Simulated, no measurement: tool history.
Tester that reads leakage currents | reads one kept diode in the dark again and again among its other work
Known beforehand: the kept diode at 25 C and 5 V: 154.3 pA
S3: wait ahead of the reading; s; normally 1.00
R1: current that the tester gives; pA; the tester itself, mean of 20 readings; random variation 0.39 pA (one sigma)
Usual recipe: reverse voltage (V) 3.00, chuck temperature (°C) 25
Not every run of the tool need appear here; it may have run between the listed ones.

run 1 day=0.000 | reverse_voltage_(V)=3.00 chuck_temperature_(°C)=25 S3=1.00 | R1=128.19
run 2 day=1.029 | reverse_voltage_(V)=3.00 chuck_temperature_(°C)=25 S3=1.00 | R1=128.02
run 3 day=2.900 | reverse_voltage_(V)=3.43 chuck_temperature_(°C)=25 S3=1.00 | R1=135.03
run 4 day=4.767 | reverse_voltage_(V)=3.43 chuck_temperature_(°C)=25 S3=1.00 | R1=134.56
run 5 day=6.242 | reverse_voltage_(V)=3.43 chuck_temperature_(°C)=25 S3=0.72 | R1=135.36
run 6 day=8.088 | reverse_voltage_(V)=3.00 chuck_temperature_(°C)=25 S3=1.00 | R1=127.65
run 7 day=10.262 | reverse_voltage_(V)=4.56 chuck_temperature_(°C)=25 S3=1.00 | R1=149.90
run 8 day=12.217 | reverse_voltage_(V)=4.56 chuck_temperature_(°C)=25 S3=1.00 | R1=149.19
run 9 day=13.471 | reverse_voltage_(V)=4.56 chuck_temperature_(°C)=25 S3=1.00 | R1=149.88
run 10 day=15.383 | reverse_voltage_(V)=4.56 chuck_temperature_(°C)=25 S3=1.00 | R1=149.07
run 11 day=17.725 | reverse_voltage_(V)=9.97 chuck_temperature_(°C)=25 S3=1.00 | R1=200.47
run 12 day=19.667 | reverse_voltage_(V)=9.97 chuck_temperature_(°C)=25 S3=1.00 | R1=200.34
run 13 day=21.033 | reverse_voltage_(V)=3.00 chuck_temperature_(°C)=25 S3=4.39 | R1=127.88
-- day=21.379 probe card cleaned and baked
run 14 day=22.538 | reverse_voltage_(V)=3.00 chuck_temperature_(°C)=30 S3=1.00 | R1=196.54
run 15 day=24.400 | reverse_voltage_(V)=3.00 chuck_temperature_(°C)=42 S3=1.00 | R1=516.80
run 16 day=25.738 | reverse_voltage_(V)=3.00 chuck_temperature_(°C)=42 S3=1.12 | R1=517.03
-- day=26.317 probe card cleaned and baked, once more
run 17 day=27.138 | reverse_voltage_(V)=3.00 chuck_temperature_(°C)=25 S3=1.00 | R1=125.54
run 18 day=29.104 | reverse_voltage_(V)=3.00 chuck_temperature_(°C)=25 S3=1.00 | R1=125.90
run 19 day=30.258 | reverse_voltage_(V)=2.56 chuck_temperature_(°C)=25 S3=1.00 | R1=119.10
run 20 day=32.196 | reverse_voltage_(V)=16.47 chuck_temperature_(°C)=37 S3=3.45 | R1=634.81
run 21 day=34.504 | reverse_voltage_(V)=16.47 chuck_temperature_(°C)=37 S3=3.45 | R1=631.16
run 22 day=36.692 | reverse_voltage_(V)=9.70 chuck_temperature_(°C)=37 S3=2.18 | R1=521.35
run 23 day=38.704 | reverse_voltage_(V)=9.70 chuck_temperature_(°C)=37 S3=2.18 | R1=522.52
run 24 day=39.829 | reverse_voltage_(V)=3.00 chuck_temperature_(°C)=34 S3=1.00 | R1=269.23
run 25 day=40.892 | reverse_voltage_(V)=3.00 chuck_temperature_(°C)=34 S3=1.00 | R1=270.29
run 26 day=42.529 | reverse_voltage_(V)=6.33 chuck_temperature_(°C)=24 S3=5.05 | R1=150.95
run 27 day=44.508 | reverse_voltage_(V)=3.00 chuck_temperature_(°C)=25 S3=6.68 | R1=125.44
run 28 day=46.475 | reverse_voltage_(V)=3.00 chuck_temperature_(°C)=25 S3=6.68 | R1=125.00
run 29 day=48.367 | reverse_voltage_(V)=6.72 chuck_temperature_(°C)=25 S3=1.00 | R1=168.12
run 30 day=50.242 | reverse_voltage_(V)=1.31 chuck_temperature_(°C)=25 S3=6.53 | R1=93.39
run 31 day=52.229 | reverse_voltage_(V)=1.31 chuck_temperature_(°C)=20 S3=6.53 | R1=59.53
run 32 day=53.712 | reverse_voltage_(V)=1.31 chuck_temperature_(°C)=20 S3=6.53 | R1=59.60
run 33 day=54.996 | reverse_voltage_(V)=6.62 chuck_temperature_(°C)=47 S3=1.00 | R1=992.14
run 34 day=56.675 | reverse_voltage_(V)=6.62 chuck_temperature_(°C)=47 S3=1.00 | R1=989.51
run 35 day=57.721 | reverse_voltage_(V)=1.31 chuck_temperature_(°C)=25 S3=1.00 | R1=93.32
run 36 day=58.988 | reverse_voltage_(V)=1.31 chuck_temperature_(°C)=25 S3=1.00 | R1=93.08

5 ways to go on from here, each from the tool as it stands after run 36. What would each give?
run A day=61.262 | reverse_voltage_(V)=1.31 chuck_temperature_(°C)=25 S3=1.62 | R1=?
run B day=61.262 | reverse_voltage_(V)=2.10 chuck_temperature_(°C)=25 S3=0.37 | R1=?
run C day=61.262 | reverse_voltage_(V)=19.74 chuck_temperature_(°C)=24 S3=1.00 | R1=?
run D day=61.262 | reverse_voltage_(V)=1.31 chuck_temperature_(°C)=23 S3=0.71 | R1=?
run E day=61.262 | reverse_voltage_(V)=5.79 chuck_temperature_(°C)=23 S3=4.16 | R1=?

run=A R1=93.06
run=B R1=110.78
run=C R1=233.89
run=D R1=78.37
run=E R1=133.09
With no hidden state in the tool, these same runs would have given:
run=A R1=96.39
run=B R1=114.46
run=C R1=234.45
run=D R1=81.12
run=E R1=136.12
